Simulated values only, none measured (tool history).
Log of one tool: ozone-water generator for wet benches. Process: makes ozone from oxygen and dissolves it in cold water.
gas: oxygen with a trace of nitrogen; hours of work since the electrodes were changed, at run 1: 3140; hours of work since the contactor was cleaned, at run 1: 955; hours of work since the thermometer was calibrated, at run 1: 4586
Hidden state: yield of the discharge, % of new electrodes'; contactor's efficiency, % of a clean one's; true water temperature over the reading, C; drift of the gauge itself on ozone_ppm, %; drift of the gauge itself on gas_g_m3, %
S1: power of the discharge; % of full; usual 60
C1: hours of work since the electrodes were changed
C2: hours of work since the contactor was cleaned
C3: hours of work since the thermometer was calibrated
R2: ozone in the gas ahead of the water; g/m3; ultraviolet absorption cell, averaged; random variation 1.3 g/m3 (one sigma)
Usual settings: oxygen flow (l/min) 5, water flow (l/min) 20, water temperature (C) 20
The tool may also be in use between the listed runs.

run 1 day=0 | S1=60 oxygen_flow_(l/min)=5 water_flow_(l/min)=20 water_temperature_(C)=20 | C1=3140 C2=955 C3=4586 | dissolved_ozone_(ppm)=24.3 R2=227
run 2 day=4.167 | S1=60 oxygen_flow_(l/min)=5 water_flow_(l/min)=20 water_temperature_(C)=20 | C1=3205 C2=1020 C3=4652 | dissolved_ozone_(ppm)=24.2 R2=225.4
run 3 day=10.138 | S1=60 oxygen_flow_(l/min)=5 water_flow_(l/min)=20 water_temperature_(C)=20 | C1=3299 C2=1114 C3=4746 | dissolved_ozone_(ppm)=24 R2=224.2
run 4 day=15.5 | S1=60 oxygen_flow_(l/min)=5 water_flow_(l/min)=20 water_temperature_(C)=20 | C1=3384 C2=1199 C3=4831 | dissolved_ozone_(ppm)=24 R2=223.5
run 5 day=19.308 | S1=60 oxygen_flow_(l/min)=5 water_flow_(l/min)=20 water_temperature_(C)=20 | C1=3444 C2=1259 C3=4891 | dissolved_ozone_(ppm)=24 R2=225.8
run 6 day=22.167 | S1=60 oxygen_flow_(l/min)=5 water_flow_(l/min)=20 water_temperature_(C)=20 | C1=3489 C2=1304 C3=4936 | dissolved_ozone_(ppm)=23.9 R2=223.3
run 7 day=27.462 | S1=60 oxygen_flow_(l/min)=5 water_flow_(l/min)=20 water_temperature_(C)=20 | C1=3572 C2=1387 C3=5019 | dissolved_ozone_(ppm)=23.4 R2=224.5
run 8 day=33.45 | S1=60 oxygen_flow_(l/min)=5 water_flow_(l/min)=20 water_temperature_(C)=20 | C1=3666 C2=1481 C3=5113 | dissolved_ozone_(ppm)=23.8 R2=223.9
run 9 day=37.525 | S1=60 oxygen_flow_(l/min)=5 water_flow_(l/min)=20 water_temperature_(C)=20 | C1=3731 C2=1546 C3=5177 | dissolved_ozone_(ppm)=23.6 R2=223.4
run 10 day=41.05 | S1=60 oxygen_flow_(l/min)=5 water_flow_(l/min)=20 water_temperature_(C)=20 | C1=3786 C2=1601 C3=5233 | dissolved_ozone_(ppm)=23.2 R2=223.7
run 11 day=46.846 | S1=65 oxygen_flow_(l/min)=5 water_flow_(l/min)=20 water_temperature_(C)=20 | C1=3877 C2=1692 C3=5324 | dissolved_ozone_(ppm)=24.6 R2=235.6
run 12 day=49.817 | S1=56 oxygen_flow_(l/min)=5 water_flow_(l/min)=20 water_temperature_(C)=25 | C1=3924 C2=1739 C3=5371 | dissolved_ozone_(ppm)=20.7 R2=214.6
-- day=50.383 water thermometer calibrated
run 13 day=53.471 | S1=64 oxygen_flow_(l/min)=5 water_flow_(l/min)=20 water_temperature_(C)=25 | C1=3981 C2=1796 C3=49 | dissolved_ozone_(ppm)=22.3 R2=230.6
run 14 day=58.846 | S1=43 oxygen_flow_(l/min)=3.73 water_flow_(l/min)=20 water_temperature_(C)=17 | C1=4066 C2=1881 C3=133 | dissolved_ozone_(ppm)=18.5 R2=205
run 15 day=64.7 | S1=60 oxygen_flow_(l/min)=5 water_flow_(l/min)=13 water_temperature_(C)=20 | C1=4158 C2=1973 C3=225 | dissolved_ozone_(ppm)=30.1 R2=221.4
run 16 day=70.829 | S1=60 oxygen_flow_(l/min)=5 water_flow_(l/min)=13 water_temperature_(C)=20 | C1=4255 C2=2070 C3=322 | dissolved_ozone_(ppm)=30.3 R2=219.5
run 17 day=76.492 | S1=60 oxygen_flow_(l/min)=3.87 water_flow_(l/min)=23 water_temperature_(C)=13 | C1=4344 C2=2159 C3=411 | dissolved_ozone_(ppm)=21.6 R2=247.4
run 18 day=79.579 | S1=46 oxygen_flow_(l/min)=3.35 water_flow_(l/min)=29 water_temperature_(C)=20 | C1=4393 C2=2208 C3=460 | dissolved_ozone_(ppm)=13.3 R2=222.9

The next listed run, before its measurement:
run 19 day=84.204 | S1=87 oxygen_flow_(l/min)=5 water_flow_(l/min)=20 water_temperature_(C)=20 | C1=4465 C2=2280 C3=533 | dissolved_ozone_(ppm)=? R2=?

Run 19 gave dissolved ozone (ppm) 28.9, R2 276.7 g/m3.
Without the tool's hidden state the same run would have given dissolved ozone (ppm) 35.3, R2 326.2 g/m3.
